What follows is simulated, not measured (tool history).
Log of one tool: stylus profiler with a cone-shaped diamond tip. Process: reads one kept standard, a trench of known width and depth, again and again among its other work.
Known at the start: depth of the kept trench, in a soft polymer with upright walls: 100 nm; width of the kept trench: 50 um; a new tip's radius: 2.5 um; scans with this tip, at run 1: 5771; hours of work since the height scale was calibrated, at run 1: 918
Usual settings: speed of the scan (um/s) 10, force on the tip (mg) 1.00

| run | hour | speed of the scan (um/s) | force on the tip (mg) | scans with this tip | hours of work since the height scale was calibrated | depth of the trench (nm) | width of the trench's floor (um) |
|---|---|---|---|---|---|---|---|
| 1 | 0.0 | 10 | 1.00 | 5771 | 918 | 100.94 | 48.57 |
| 2 | 27.5 | 10 | 1.00 | 5871 | 934 | 100.97 | 48.55 |
| 3 | 74.5 | 10 | 1.00 | 6040 | 961 | 100.97 | 48.53 |
| 4 | 135.8 | 10 | 1.00 | 6260 | 996 | 100.96 | 48.57 |
| 5 | 166.9 | 5 | 1.00 | 6372 | 1014 | 100.99 | 48.55 |
| 6 | 202.6 | 5 | 1.00 | 6501 | 1034 | 100.98 | 48.53 |
| 7 | 255.8 | 5 | 1.00 | 6692 | 1065 | 100.96 | 48.55 |
|  | 261.6 | height scale calibrated on a step standard |
| 8 | 316.1 | 10 | 0.39 | 6907 | 31 | 100.47 | 48.48 |
| 9 | 349.1 | 32 | 1.00 | 7026 | 50 | 100.97 | 48.44 |
| 10 | 390.5 | 32 | 1.00 | 7175 | 74 | 100.93 | 48.43 |
| 11 | 421.5 | 10 | 0.37 | 7287 | 92 | 100.46 | 48.50 |
| 12 | 449.5 | 18 | 1.83 | 7387 | 108 | 101.40 | 48.48 |
| 13 | 492.5 | 5 | 0.87 | 7542 | 132 | 100.84 | 48.57 |
| 14 | 533.8 | 2 | 2.78 | 7691 | 156 | 101.89 | 48.60 |
| 15 | 600.6 | 2 | 2.78 | 7931 | 194 | 101.87 | 48.60 |
| 16 | 662.3 | 30 | 2.27 | 8154 | 229 | 101.65 | 48.53 |
| 17 | 725.2 | 30 | 2.27 | 8380 | 265 | 101.60 | 48.51 |
| 18 | 756.7 | 18 | 1.14 | 8493 | 284 | 101.02 | 48.51 |
| 19 | 799.7 | 9 | 0.84 | 8648 | 308 | 100.87 | 48.53 |

Hidden state at the last listed run before each entry between runs and at the first one after, where it differs:
Between runs 7 and 8: height scale calibrated on a step standard (hour 261.6)
  height scale over the true one, %: 0.01 -> 0
